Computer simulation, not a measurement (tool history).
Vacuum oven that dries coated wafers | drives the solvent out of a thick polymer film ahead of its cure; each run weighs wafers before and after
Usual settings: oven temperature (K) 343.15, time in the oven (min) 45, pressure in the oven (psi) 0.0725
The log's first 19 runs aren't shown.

run 20 hour=865.9 | oven_temperature_(K)=337.15 time_in_the_oven_(min)=45 pressure_in_the_oven_(psi)=0.0725 | solvent_left_in_the_film_(%)=3.11
run 21 hour=913 | oven_temperature_(K)=337.15 time_in_the_oven_(min)=45 pressure_in_the_oven_(psi)=0.0725 | solvent_left_in_the_film_(%)=3.15
run 22 hour=955.3 | oven_temperature_(K)=343.15 time_in_the_oven_(min)=35 pressure_in_the_oven_(psi)=0.0576 | solvent_left_in_the_film_(%)=2.18
run 23 hour=990.4 | oven_temperature_(K)=347.15 time_in_the_oven_(min)=55 pressure_in_the_oven_(psi)=0.2837 | solvent_left_in_the_film_(%)=0.72
run 24 hour=1015.5 | oven_temperature_(K)=347.15 time_in_the_oven_(min)=45 pressure_in_the_oven_(psi)=0.0725 | solvent_left_in_the_film_(%)=0.78
run 25 hour=1055.6 | oven_temperature_(K)=343.15 time_in_the_oven_(min)=26 pressure_in_the_oven_(psi)=0.1157 | solvent_left_in_the_film_(%)=3.37
run 26 hour=1093.6 | oven_temperature_(K)=343.15 time_in_the_oven_(min)=32 pressure_in_the_oven_(psi)=0.0576 | solvent_left_in_the_film_(%)=2.53
-- hour=1112.3 oven's thermocouples calibrated
run 27 hour=1137.5 | oven_temperature_(K)=343.15 time_in_the_oven_(min)=32 pressure_in_the_oven_(psi)=0.0576 | solvent_left_in_the_film_(%)=2.98
run 28 hour=1180.4 | oven_temperature_(K)=346.15 time_in_the_oven_(min)=38 pressure_in_the_oven_(psi)=0.1463 | solvent_left_in_the_film_(%)=1.61
run 29 hour=1209.7 | oven_temperature_(K)=356.15 time_in_the_oven_(min)=63 pressure_in_the_oven_(psi)=0.1463 | solvent_left_in_the_film_(%)=0.23
run 30 hour=1239.5 | oven_temperature_(K)=356.15 time_in_the_oven_(min)=33 pressure_in_the_oven_(psi)=0.2205 | solvent_left_in_the_film_(%)=0.52
run 31 hour=1281.8 | oven_temperature_(K)=343.15 time_in_the_oven_(min)=59 pressure_in_the_oven_(psi)=0.0725 | solvent_left_in_the_film_(%)=1.05
run 32 hour=1316.7 | oven_temperature_(K)=340.15 time_in_the_oven_(min)=51 pressure_in_the_oven_(psi)=0.0725 | solvent_left_in_the_film_(%)=2.07
run 33 hour=1368.8 | oven_temperature_(K)=344.15 time_in_the_oven_(min)=43 pressure_in_the_oven_(psi)=0.0946 | solvent_left_in_the_film_(%)=1.73
run 34 hour=1422.7 | oven_temperature_(K)=335.15 time_in_the_oven_(min)=72 pressure_in_the_oven_(psi)=0.0725 | solvent_left_in_the_film_(%)=2.37
run 35 hour=1447.3 | oven_temperature_(K)=330.15 time_in_the_oven_(min)=67 pressure_in_the_oven_(psi)=0.0725 | solvent_left_in_the_film_(%)=4.47
run 36 hour=1481.4 | oven_temperature_(K)=343.15 time_in_the_oven_(min)=34 pressure_in_the_oven_(psi)=0.1542 | solvent_left_in_the_film_(%)=2.82
run 37 hour=1538.8 | oven_temperature_(K)=352.15 time_in_the_oven_(min)=74 pressure_in_the_oven_(psi)=0.0725 | solvent_left_in_the_film_(%)=0.3
run 38 hour=1598.2 | oven_temperature_(K)=342.15 time_in_the_oven_(min)=66 pressure_in_the_oven_(psi)=0.2482 | solvent_left_in_the_film_(%)=1.3
run 39 hour=1625.6 | oven_temperature_(K)=340.15 time_in_the_oven_(min)=66 pressure_in_the_oven_(psi)=0.2482 | solvent_left_in_the_film_(%)=1.69
run 40 hour=1682.5 | oven_temperature_(K)=340.15 time_in_the_oven_(min)=66 pressure_in_the_oven_(psi)=0.2482 | solvent_left_in_the_film_(%)=1.64
run 41 hour=1728.7 | oven_temperature_(K)=340.15 time_in_the_oven_(min)=66 pressure_in_the_oven_(psi)=0.2482 | solvent_left_in_the_film_(%)=1.65

Forecast each of these 3 alternatives for the next run:
run A hour=1765.9 | oven_temperature_(K)=331.15 time_in_the_oven_(min)=35 pressure_in_the_oven_(psi)=0.2482 | solvent_left_in_the_film_(%)=?
run B hour=1765.9 | oven_temperature_(K)=339.15 time_in_the_oven_(min)=76 pressure_in_the_oven_(psi)=0.0725 | solvent_left_in_the_film_(%)=?
run C hour=1765.9 | oven_temperature_(K)=328.15 time_in_the_oven_(min)=66 pressure_in_the_oven_(psi)=0.2482 | solvent_left_in_the_film_(%)=?

run=A solvent_left_in_the_film_(%)=6.99
run=B solvent_left_in_the_film_(%)=1.28
run=C solvent_left_in_the_film_(%)=5.46
Without the tool's hidden state the same runs would have given:
run=A solvent_left_in_the_film_(%)=7.03
run=B solvent_left_in_the_film_(%)=1.18
run=C solvent_left_in_the_film_(%)=5.46
